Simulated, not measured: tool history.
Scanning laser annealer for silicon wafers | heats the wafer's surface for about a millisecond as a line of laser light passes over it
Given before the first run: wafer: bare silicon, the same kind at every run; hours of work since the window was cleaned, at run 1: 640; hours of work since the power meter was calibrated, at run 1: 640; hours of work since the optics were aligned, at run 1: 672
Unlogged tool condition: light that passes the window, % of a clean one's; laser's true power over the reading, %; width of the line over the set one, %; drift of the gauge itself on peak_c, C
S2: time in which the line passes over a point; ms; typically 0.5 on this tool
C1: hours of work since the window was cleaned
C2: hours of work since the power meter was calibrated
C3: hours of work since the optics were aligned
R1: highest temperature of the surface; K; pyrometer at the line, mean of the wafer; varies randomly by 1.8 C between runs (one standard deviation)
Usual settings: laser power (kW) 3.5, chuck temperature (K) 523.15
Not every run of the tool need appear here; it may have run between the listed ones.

Run 1, day 0: usual settings; C1 640; C2 640; C3 672. Result: R1 1253.15 K.
Run 2, day 0.988: usual settings; C1 659; C2 659; C3 690. Result: R1 1253.15 K.
Run 3, day 1.758: usual settings; C1 674; C2 674; C3 705. Result: R1 1254.15 K.
At day 2.521: window over the wafer cleaned.
Run 4, day 3.2: usual settings but chuck temperature (K) 490.15; C1 13; C2 699; C3 731. Result: R1 1222.15 K.
Run 5, day 4.379: usual settings but chuck temperature (K) 490.15; C1 35; C2 722; C3 753. Result: R1 1220.15 K.
Run 6, day 5.358: usual settings but S2 0.402 ms; C1 54; C2 740; C3 772. Result: R1 1178.15 K.
Run 7, day 6.617: usual settings but S2 0.402 ms; C1 78; C2 764; C3 796. Result: R1 1179.15 K.
Run 8, day 7.217: usual settings; C1 89; C2 776; C3 807. Result: R1 1253.15 K.
Run 9, day 7.804: usual settings; C1 100; C2 787; C3 818. Result: R1 1251.15 K.
Run 10, day 8.692: usual settings; C1 117; C2 804; C3 835. Result: R1 1253.15 K.
Run 11, day 9.383: usual settings but chuck temperature (K) 532.15; C1 130; C2 817; C3 848. Result: R1 1263.15 K.
Run 12, day 10.696: usual settings but chuck temperature (K) 532.15; C1 155; C2 842; C3 873. Result: R1 1263.15 K.
Run 13, day 11.996: usual settings but chuck temperature (K) 532.15; C1 180; C2 866; C3 898. Result: R1 1267.15 K.
Run 14, day 12.842: usual settings but chuck temperature (K) 532.15; C1 196; C2 882; C3 914. Result: R1 1266.15 K.
Run 15, day 14.004: usual settings but chuck temperature (K) 532.15; C1 218; C2 905; C3 936. Result: R1 1261.15 K.
Run 16, day 14.633: usual settings but chuck temperature (K) 532.15; C1 230; C2 916; C3 948. Result: R1 1261.15 K.
Run 17, day 15.746: usual settings but chuck temperature (K) 532.15; C1 251; C2 938; C3 969. Result: R1 1261.15 K.
Run 18, day 16.471: usual settings but chuck temperature (K) 532.15; C1 265; C2 951; C3 983. Result: R1 1266.15 K.
Run 19, day 17.646: usual settings but chuck temperature (K) 532.15; C1 287; C2 974; C3 1005. Result: R1 1265.15 K.
Run 20, day 18.392: usual settings but chuck temperature (K) 532.15; C1 301; C2 988; C3 1019. Result: R1 1265.15 K.
Run 21, day 19.525: usual settings but laser power (kW) 3.115, S2 0.541 ms, chuck temperature (K) 494.15; C1 323; C2 1009; C3 1041. Result: R1 1169.15 K.
Run 22, day 20.325: usual settings but laser power (kW) 3.115, S2 0.541 ms, chuck temperature (K) 494.15; C1 338; C2 1024; C3 1056. Result: R1 1166.15 K.
Run 23, day 21.15: usual settings but laser power (kW) 3.665, S2 0.374 ms, chuck temperature (K) 488.15; C1 353; C2 1040; C3 1071. Result: R1 1148.15 K.
Run 24, day 22.492: usual settings but laser power (kW) 3.11, S2 0.452 ms, chuck temperature (K) 555.15; C1 379; C2 1066; C3 1097. Result: R1 1169.15 K.
Run 25, day 23.471: usual settings but laser power (kW) 3.379, S2 0.391 ms, chuck temperature (K) 537.15; C1 397; C2 1084; C3 1115. Result: R1 1159.15 K.
Run 26, day 24.171: usual settings but laser power (kW) 3.408, S2 0.592 ms; C1 411; C2 1097; C3 1129. Result: R1 1295.15 K.
Run 27, day 25.279: usual settings but laser power (kW) 3.452, S2 0.592 ms, chuck temperature (K) 550.15; C1 432; C2 1118; C3 1150. Result: R1 1335.15 K.
Run 28, day 26.2: usual settings but laser power (kW) 3.485, S2 0.577 ms, chuck temperature (K) 553.15; C1 449; C2 1136; C3 1167. Result: R1 1337.15 K.
Run 29, day 27.242: usual settings but laser power (kW) 3.485, S2 0.577 ms, chuck temperature (K) 553.15; C1 469; C2 1156; C3 1187. Result: R1 1335.15 K.
Run 30, day 28.433: usual settings but laser power (kW) 3.485, S2 0.577 ms, chuck temperature (K) 553.15; C1 492; C2 1178; C3 1210. Result: R1 1333.15 K.
Run 31, day 29.575: usual settings but laser power (kW) 3.485, S2 0.577 ms, chuck temperature (K) 553.15; C1 513; C2 1200; C3 1231. Result: R1 1337.15 K.
Run 32, day 30.942: usual settings but laser power (kW) 3.485, S2 0.526 ms, chuck temperature (K) 538.15; C1 539; C2 1226; C3 1257. Result: R1 1285.15 K.
Run 33, day 31.783: usual settings but S2 0.359 ms, chuck temperature (K) 520.15; C1 555; C2 1242; C3 1273. Result: R1 1136.15 K.
Run 34, day 33.038: usual settings but S2 0.476 ms, chuck temperature (K) 491.15; C1 579; C2 1266; C3 1297. Result: R1 1201.15 K.
Run 35, day 34.075: usual settings but laser power (kW) 3.349, S2 0.476 ms, chuck temperature (K) 557.15; C1 599; C2 1285; C3 1317. Result: R1 1239.15 K.
Run 36, day 35.338: usual settings but laser power (kW) 3.313, S2 0.476 ms, chuck temperature (K) 557.15; C1 623; C2 1309; C3 1341. Result: R1 1226.15 K.
Run 37, day 36.288: usual settings but laser power (kW) 3.096, chuck temperature (K) 532.15; C1 641; C2 1327; C3 1359. Result: R1 1170.15 K.
At day 37.279: optics aligned, line set to its width.
Run 38, day 37.671: usual settings but chuck temperature (K) 549.15; C1 663; C2 1350; C3 7. Result: R1 1278.15 K.
Run 39, day 38.333: usual settings but S2 0.565 ms, chuck temperature (K) 555.15; C1 676; C2 1362; C3 20. Result: R1 1329.15 K.
At day 38.988: window over the wafer cleaned.
Run 40, day 39.604: usual settings but S2 0.565 ms, chuck temperature (K) 555.15; C1 12; C2 1385; C3 43. Result: R1 1335.15 K.

Here are 5 independent what-if runs from the current tool condition. What would each one return?
Run A, day 40.912: usual settings but laser power (kW) 3.638, S2 0.587 ms, chuck temperature (K) 499.15; C1 37; C2 1410; C3 67. Result: R1 ?.
Run B, day 40.912: usual settings but laser power (kW) 3.668, chuck temperature (K) 512.15; C1 37; C2 1410; C3 67. Result: R1 ?.
Run C, day 40.912: usual settings but laser power (kW) 3.672, S2 0.491 ms, chuck temperature (K) 532.15; C1 37; C2 1410; C3 67. Result: R1 ?.
Run D, day 40.912: usual settings but laser power (kW) 3.378; C1 37; C2 1410; C3 67. Result: R1 ?.
Run E, day 40.912: usual settings but laser power (kW) 2.981, chuck temperature (K) 514.15; C1 37; C2 1410; C3 67. Result: R1 ?.

run       R1
  A  1326.15
  B  1284.15
  C  1296.15
  D  1228.15
  E  1128.15
The same runs, with their run-to-run variation unchanged, on a tool lacking any hidden condition would have given:
run       R1
  A  1326.15
  B  1284.15
  C  1297.15
  D  1228.15
  E  1128.15
